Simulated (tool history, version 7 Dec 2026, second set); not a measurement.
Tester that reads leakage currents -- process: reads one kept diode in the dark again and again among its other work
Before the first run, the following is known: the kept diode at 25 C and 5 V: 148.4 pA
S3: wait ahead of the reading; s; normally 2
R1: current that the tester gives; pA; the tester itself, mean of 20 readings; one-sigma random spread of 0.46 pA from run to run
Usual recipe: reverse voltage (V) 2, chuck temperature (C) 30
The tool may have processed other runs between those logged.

Run 1, hour 0: usual settings. Result: R1 176.79 pA.
Run 2, hour 153.9: usual settings. Result: R1 177.62 pA.
Run 3, hour 310.4: usual settings. Result: R1 179.01 pA.
At hour 403: chuck's temperature calibrated.
Run 4, hour 454.3: usual settings but chuck temperature (C) 43. Result: R1 401.65 pA.
Run 5, hour 534.8: usual settings but chuck temperature (C) 53. Result: R1 802.66 pA.
Run 6, hour 606.5: usual settings but chuck temperature (C) 53, S3 0.57 s. Result: R1 806.84 pA.
Run 7, hour 749.5: usual settings but reverse voltage (V) 2.91. Result: R1 185.03 pA.
Run 8, hour 916.1: usual settings but reverse voltage (V) 2.91. Result: R1 186.65 pA.
Run 9, hour 1019.9: usual settings but reverse voltage (V) 2.91, chuck temperature (C) 32. Result: R1 218.67 pA.
Run 10, hour 1183: usual settings but reverse voltage (V) 2.91, chuck temperature (C) 32. Result: R1 220.13 pA.
At hour 1192.2: tester calibrated.
Run 11, hour 1267.9: usual settings but reverse voltage (V) 4.46, chuck temperature (C) 32. Result: R1 262.45 pA.
Run 12, hour 1405.9: usual settings but reverse voltage (V) 4.46, chuck temperature (C) 32. Result: R1 266.38 pA.
Run 13, hour 1509.8: usual settings but chuck temperature (C) 26. Result: R1 122.48 pA.
Run 14, hour 1614.1: usual settings but chuck temperature (C) 26. Result: R1 123.18 pA.
At hour 1652.3: probe card cleaned and baked.
At hour 1663.6: tester calibrated, once more.
Run 15, hour 1754.1: usual settings but chuck temperature (C) 56, S3 1.58 s. Result: R1 1013.7 pA.
Run 16, hour 1878.2: usual settings but chuck temperature (C) 33, S3 0.3 s. Result: R1 206.29 pA.
Run 17, hour 1974.5: usual settings but reverse voltage (V) 5.57, S3 5.08 s. Result: R1 245.72 pA.
Run 18, hour 2121: usual settings but reverse voltage (V) 1.14, chuck temperature (C) 24, S3 4.65 s. Result: R1 83.35 pA.
Run 19, hour 2240.8: usual settings but S3 2.97 s. Result: R1 166.79 pA.
Run 20, hour 2342.3: usual settings but reverse voltage (V) 1.67. Result: R1 156.67 pA.
Run 21, hour 2470.9: usual settings but reverse voltage (V) 6.84. Result: R1 275.93 pA.
Run 22, hour 2583.2: usual settings but reverse voltage (V) 6.84. Result: R1 276.83 pA.
Run 23, hour 2676.6: usual settings but reverse voltage (V) 12.56. Result: R1 356.17 pA.
Run 24, hour 2771: usual settings but reverse voltage (V) 1.01, chuck temperature (C) 28. Result: R1 112.94 pA.
Run 25, hour 2934.1: usual settings but reverse voltage (V) 2.04, chuck temperature (C) 49, S3 5.7 s. Result: R1 680.75 pA.
Run 26, hour 3098: usual settings but reverse voltage (V) 1.41, chuck temperature (C) 25. Result: R1 103.84 pA.

Predict each of these 3 candidate next runs independently; none follows another, all start after run 26:
Run A, hour 3214: usual settings but reverse voltage (V) 1.94, chuck temperature (C) 23, S3 6.36 s. Result: R1 ?.
Run B, hour 3214: usual settings but reverse voltage (V) 12.47, chuck temperature (C) 23, S3 9.13 s. Result: R1 ?.
Run C, hour 3214: usual settings but reverse voltage (V) 1.41, chuck temperature (C) 25, S3 0.71 s. Result: R1 ?.

run      R1
  A  100.67
  B  216.34
  C  104.38
Without the tool's unlogged condition, the same runs would have read:
run      R1
  A   86.83
  B  181.46
  C   90.61
